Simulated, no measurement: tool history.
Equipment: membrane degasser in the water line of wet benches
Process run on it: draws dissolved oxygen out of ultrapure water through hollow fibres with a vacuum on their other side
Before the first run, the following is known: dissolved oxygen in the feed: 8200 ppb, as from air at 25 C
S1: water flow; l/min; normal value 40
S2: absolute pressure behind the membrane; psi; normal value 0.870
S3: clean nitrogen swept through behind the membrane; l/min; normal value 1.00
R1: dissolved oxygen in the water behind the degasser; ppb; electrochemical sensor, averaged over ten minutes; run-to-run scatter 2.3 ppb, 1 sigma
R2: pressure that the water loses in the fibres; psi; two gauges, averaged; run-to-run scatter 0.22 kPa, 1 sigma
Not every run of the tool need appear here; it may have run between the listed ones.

| run | hour | S1 | S2 | S3 | R1 | R2 |
|---|---|---|---|---|---|---|
| 1 | 0.0 | 40 | 0.870 | 1.00 | 236.8 | 8.050 |
| 2 | 125.8 | 37 | 0.870 | 1.00 | 220.2 | 7.430 |
| 3 | 283.3 | 37 | 0.870 | 1.00 | 219.1 | 7.471 |
| 4 | 381.0 | 40 | 0.870 | 1.00 | 236.4 | 8.112 |
| 5 | 525.6 | 41 | 0.870 | 1.00 | 243.9 | 8.334 |
| 6 | 684.7 | 41 | 0.870 | 1.00 | 240.4 | 8.279 |
| 7 | 839.4 | 41 | 0.870 | 1.00 | 244.3 | 8.301 |
| 8 | 986.2 | 41 | 0.870 | 1.00 | 246.2 | 8.334 |
| 9 | 1096.9 | 41 | 0.870 | 1.00 | 242.7 | 8.309 |
| 10 | 1207.7 | 40 | 1.072 | 1.00 | 342.6 | 8.164 |
| 11 | 1413.6 | 40 | 1.072 | 1.00 | 350.9 | 8.092 |
| 12 | 1610.2 | 40 | 0.870 | 0.77 | 290.6 | 8.138 |
| 13 | 1758.4 | 40 | 0.870 | 1.00 | 241.4 | 8.205 |
| 14 | 1863.8 | 40 | 0.870 | 2.47 | 122.6 | 8.180 |
| 15 | 2071.9 | 38 | 0.870 | 1.00 | 232.0 | 7.800 |
| 16 | 2196.2 | 30 | 0.779 | 0.66 | 206.4 | 6.196 |
| 17 | 2317.0 | 30 | 0.544 | 1.55 | 37.5 | 6.086 |
| 18 | 2405.2 | 30 | 0.544 | 1.55 | 37.7 | 6.103 |
| 19 | 2598.7 | 30 | 1.117 | 1.52 | 212.2 | 6.129 |
| 20 | 2778.7 | 43 | 0.602 | 1.42 | 93.6 | 8.826 |
| 21 | 2968.4 | 40 | 0.870 | 2.11 | 142.1 | 8.177 |
| 22 | 3086.3 | 47 | 0.870 | 1.00 | 287.9 | 9.707 |
| 23 | 3242.5 | 26 | 0.561 | 0.90 | 44.3 | 5.288 |
| 24 | 3427.6 | 26 | 0.561 | 0.90 | 44.0 | 5.366 |
| 25 | 3569.7 | 40 | 0.750 | 0.76 | 207.4 | 8.163 |
| 26 | 3711.7 | 40 | 0.750 | 0.76 | 206.7 | 8.244 |
| 27 | 3826.4 | 25 | 1.714 | 1.00 | 458.3 | 5.171 |
| 28 | 4002.2 | 40 | 1.604 | 2.55 | 299.0 | 8.241 |
| 29 | 4195.4 | 32 | 1.488 | 0.80 | 553.6 | 6.577 |
| 30 | 4368.1 | 47 | 0.608 | 0.80 | 134.9 | 9.689 |

Between the runs listed above, the log contained 3 entries, not reproduced here. Where in the sequence does each belong, and how does what the log doesn't record of the tool's condition differ from the listed run before to the listed run after?
After run 16, before run 17: vacuum gauge calibrated (hour 2209.3)
  true pressure behind the membrane over the reading, kPa: 0.11 -> 0.19; air that leaks in behind the membrane, l/min: 0.0228 -> 0.0234
  what was measured, less what the result would be without the hidden state, R1: +10.4 -> +9.5 ppb; R2: +0.141 -> +0.144 psi
After run 22, before run 23: vacuum gauge calibrated, once more (hour 3242.5)
  membrane still open, %: 97.2 -> 97.1; true pressure behind the membrane over the reading, kPa: 0.21 -> -0.01; air that leaks in behind the membrane, l/min: 0.027 -> 0.0277
  what was measured, less what the result would be without the hidden state, R1: +21.6 -> +0.3 ppb; R2: +0.268 -> +0.152 psi
After run 29, before run 30: seals of the vacuum lines changed (hour 4250.5)
  membrane still open, %: 96.6 -> 96.5; air that leaks in behind the membrane, l/min: 0.0322 -> 0.0029
  what was measured, less what the result would be without the hidden state, R1: +4.4 -> +7.5 ppb; R2: +0.225 -> +0.341 psi

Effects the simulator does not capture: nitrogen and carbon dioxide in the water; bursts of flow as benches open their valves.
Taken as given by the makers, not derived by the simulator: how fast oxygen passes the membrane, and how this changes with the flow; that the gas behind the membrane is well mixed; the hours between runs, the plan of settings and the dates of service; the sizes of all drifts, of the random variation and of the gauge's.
